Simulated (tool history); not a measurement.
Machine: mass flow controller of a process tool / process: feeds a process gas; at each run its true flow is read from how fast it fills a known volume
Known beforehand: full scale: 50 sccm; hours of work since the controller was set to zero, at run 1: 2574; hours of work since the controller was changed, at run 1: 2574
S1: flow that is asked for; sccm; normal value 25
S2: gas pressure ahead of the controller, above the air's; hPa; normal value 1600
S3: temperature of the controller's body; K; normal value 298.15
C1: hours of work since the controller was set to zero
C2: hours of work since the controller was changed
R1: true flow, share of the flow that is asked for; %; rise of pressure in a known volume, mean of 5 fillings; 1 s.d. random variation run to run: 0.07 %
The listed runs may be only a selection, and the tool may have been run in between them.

{"run": 1, "hour": 0.0, "S1": 25, "S2": 1600, "S3": 298.15, "C1": 2574, "C2": 2574, "R1": 96.58}
{"run": 2, "hour": 196.0, "S1": 25, "S2": 1600, "S3": 298.15, "C1": 2705, "C2": 2705, "R1": 96.43}
{"run": 3, "hour": 535.5, "S1": 25, "S2": 1600, "S3": 298.15, "C1": 2932, "C2": 2932, "R1": 96.22}
{"run": 4, "hour": 843.1, "S1": 24, "S2": 1600, "S3": 298.15, "C1": 3138, "C2": 3138, "R1": 96.01}
{"run": 5, "hour": 1000.3, "S1": 25, "S2": 1650, "S3": 298.15, "C1": 3244, "C2": 3244, "R1": 96.05}
{"run": 6, "hour": 1167.8, "S1": 25, "S2": 1600, "S3": 298.15, "C1": 3356, "C2": 3356, "R1": 95.7}
{"run": 7, "hour": 1467.8, "S1": 25, "S2": 1600, "S3": 298.15, "C1": 3557, "C2": 3557, "R1": 95.66}
{"run": 8, "hour": 1698.7, "S1": 9, "S2": 1600, "S3": 298.15, "C1": 3711, "C2": 3711, "R1": 93.52}
{"run": 9, "hour": 1844.8, "S1": 9, "S2": 1600, "S3": 298.15, "C1": 3809, "C2": 3809, "R1": 93.45}
{"run": 10, "hour": 2128.9, "S1": 9, "S2": 1600, "S3": 298.15, "C1": 4000, "C2": 4000, "R1": 93.11}
{"run": 11, "hour": 2280.4, "S1": 9, "S2": 1600, "S3": 298.15, "C1": 4101, "C2": 4101, "R1": 92.8}
{"run": 12, "hour": 2590.5, "S1": 6, "S2": 1600, "S3": 298.15, "C1": 4309, "C2": 4309, "R1": 91.05}
{"run": 13, "hour": 2744.5, "S1": 25, "S2": 1600, "S3": 298.15, "C1": 4412, "C2": 4412, "R1": 94.55}
{"run": 14, "hour": 3088.8, "S1": 25, "S2": 1600, "S3": 298.15, "C1": 4643, "C2": 4643, "R1": 94.42}
{"run": 15, "hour": 3307.1, "S1": 11, "S2": 1600, "S3": 298.15, "C1": 4789, "C2": 4789, "R1": 92.59}
{"run": 16, "hour": 3498.1, "S1": 25, "S2": 1600, "S3": 298.15, "C1": 4917, "C2": 4917, "R1": 94.06}
{"run": 17, "hour": 3674.1, "S1": 25, "S2": 1600, "S3": 298.15, "C1": 5034, "C2": 5034, "R1": 93.87}
{"run": 18, "hour": 4005.0, "S1": 25, "S2": 1600, "S3": 298.15, "C1": 5256, "C2": 5256, "R1": 93.7}
{"hour": 4230.4, "done": "controller exchanged for a calibrated one"}
{"run": 19, "hour": 4235.1, "S1": 25, "S2": 1600, "S3": 298.15, "C1": 3, "C2": 3, "R1": 98.83}
{"run": 20, "hour": 4520.3, "S1": 25, "S2": 1540, "S3": 298.15, "C1": 194, "C2": 194, "R1": 98.68}
{"run": 21, "hour": 4832.6, "S1": 25, "S2": 1540, "S3": 298.15, "C1": 403, "C2": 403, "R1": 98.56}
{"hour": 4858.6, "done": "controller's zero set anew"}
{"run": 22, "hour": 5095.7, "S1": 25, "S2": 1540, "S3": 298.15, "C1": 159, "C2": 579, "R1": 98.32}
{"run": 23, "hour": 5320.8, "S1": 25, "S2": 1600, "S3": 298.15, "C1": 310, "C2": 730, "R1": 98.19}
{"hour": 5350.5, "done": "controller's zero set anew, once more"}
{"run": 24, "hour": 5658.6, "S1": 25, "S2": 1600, "S3": 298.15, "C1": 206, "C2": 956, "R1": 98.08}
{"run": 25, "hour": 5873.2, "S1": 25, "S2": 1600, "S3": 298.15, "C1": 350, "C2": 1100, "R1": 97.89}
{"run": 26, "hour": 6040.3, "S1": 9, "S2": 1540, "S3": 298.15, "C1": 462, "C2": 1211, "R1": 97.3}
{"run": 27, "hour": 6244.1, "S1": 21, "S2": 2600, "S3": 298.15, "C1": 598, "C2": 1348, "R1": 98.28}
{"run": 28, "hour": 6459.7, "S1": 21, "S2": 2600, "S3": 298.15, "C1": 743, "C2": 1492, "R1": 98.1}
{"run": 29, "hour": 6689.9, "S1": 25, "S2": 1660, "S3": 300.15, "C1": 897, "C2": 1647, "R1": 97.42}
{"run": 30, "hour": 6884.0, "S1": 25, "S2": 1860, "S3": 300.15, "C1": 1027, "C2": 1777, "R1": 97.6}
{"run": 31, "hour": 7184.9, "S1": 25, "S2": 1860, "S3": 300.15, "C1": 1229, "C2": 1978, "R1": 97.26}
{"run": 32, "hour": 7363.6, "S1": 33, "S2": 1790, "S3": 298.15, "C1": 1348, "C2": 2098, "R1": 97.24}
{"run": 33, "hour": 7650.0, "S1": 48, "S2": 2640, "S3": 295.15, "C1": 1540, "C2": 2290, "R1": 97.98}
{"run": 34, "hour": 7988.9, "S1": 38, "S2": 1610, "S3": 299.15, "C1": 1767, "C2": 2517, "R1": 96.89}
{"run": 35, "hour": 8307.2, "S1": 37, "S2": 1670, "S3": 309.15, "C1": 1980, "C2": 2730, "R1": 97.45}
{"run": 36, "hour": 8566.4, "S1": 14, "S2": 1750, "S3": 309.15, "C1": 2154, "C2": 2903, "R1": 96.08}
{"run": 37, "hour": 8861.0, "S1": 27, "S2": 1600, "S3": 312.15, "C1": 2351, "C2": 3101, "R1": 96.85}
{"run": 38, "hour": 9176.7, "S1": 25, "S2": 1510, "S3": 312.15, "C1": 2562, "C2": 3312, "R1": 96.33}
{"run": 39, "hour": 9463.2, "S1": 13, "S2": 1510, "S3": 308.15, "C1": 2754, "C2": 3504, "R1": 95}
{"run": 40, "hour": 9776.2, "S1": 25, "S2": 2000, "S3": 310.15, "C1": 2964, "C2": 3714, "R1": 96.11}
{"run": 41, "hour": 10039.1, "S1": 25, "S2": 2000, "S3": 310.15, "C1": 3140, "C2": 3890, "R1": 95.91}
{"run": 42, "hour": 10383.0, "S1": 25, "S2": 2000, "S3": 310.15, "C1": 3370, "C2": 4120, "R1": 95.78}
{"run": 43, "hour": 10553.3, "S1": 25, "S2": 1770, "S3": 300.15, "C1": 3484, "C2": 4234, "R1": 94.68}
{"run": 44, "hour": 10802.3, "S1": 25, "S2": 1770, "S3": 300.15, "C1": 3651, "C2": 4401, "R1": 94.58}
{"run": 45, "hour": 10958.0, "S1": 25, "S2": 1770, "S3": 300.15, "C1": 3756, "C2": 4505, "R1": 94.57}
{"run": 46, "hour": 11130.7, "S1": 25, "S2": 1770, "S3": 300.15, "C1": 3871, "C2": 4621, "R1": 94.39}
{"run": 47, "hour": 11358.7, "S1": 25, "S2": 1770, "S3": 300.15, "C1": 4024, "C2": 4773, "R1": 94.03}
{"run": 48, "hour": 11504.8, "S1": 25, "S2": 2060, "S3": 298.15, "C1": 4122, "C2": 4871, "R1": 94.13}
{"run": 49, "hour": 11703.3, "S1": 17, "S2": 1520, "S3": 298.15, "C1": 4255, "C2": 5004, "R1": 92.87}

Same runs, no hidden state in the tool, same run-to-run variation:
Hidden conditions of the tool in this case: flow at rest that the sensor doesn't see, % of full scale; true flow over the shown one, %; drift of the gauge itself on true_pct, %.
run=1 R1=99.09
run=2 R1=99.09
run=3 R1=99.11
run=4 R1=99.17
run=5 R1=99.28
run=6 R1=99.06
run=7 R1=99.26
run=8 R1=98.86
run=9 R1=98.92
run=10 R1=98.87
run=11 R1=98.71
run=12 R1=98.68
run=13 R1=99.09
run=14 R1=99.2
run=15 R1=98.94
run=16 R1=99.13
run=17 R1=99.07
run=18 R1=99.14
run=19 R1=99.01
run=20 R1=99.08
run=21 R1=99.17
run=22 R1=99.18
run=23 R1=99.2
run=24 R1=99.15
run=25 R1=99.11
run=26 R1=98.99
run=27 R1=99.86
run=28 R1=99.85
run=29 R1=99.29
run=30 R1=99.59
run=31 R1=99.5
run=32 R1=99.53
run=33 R1=100.35
run=34 R1=99.56
run=35 R1=100.35
run=36 R1=99.77
run=37 R1=100.27
run=38 R1=100.03
run=39 R1=99.56
run=40 R1=100.26
run=41 R1=100.24
run=42 R1=100.35
run=43 R1=99.38
run=44 R1=99.47
run=45 R1=99.57
run=46 R1=99.52
run=47 R1=99.31
run=48 R1=99.52
run=49 R1=98.88

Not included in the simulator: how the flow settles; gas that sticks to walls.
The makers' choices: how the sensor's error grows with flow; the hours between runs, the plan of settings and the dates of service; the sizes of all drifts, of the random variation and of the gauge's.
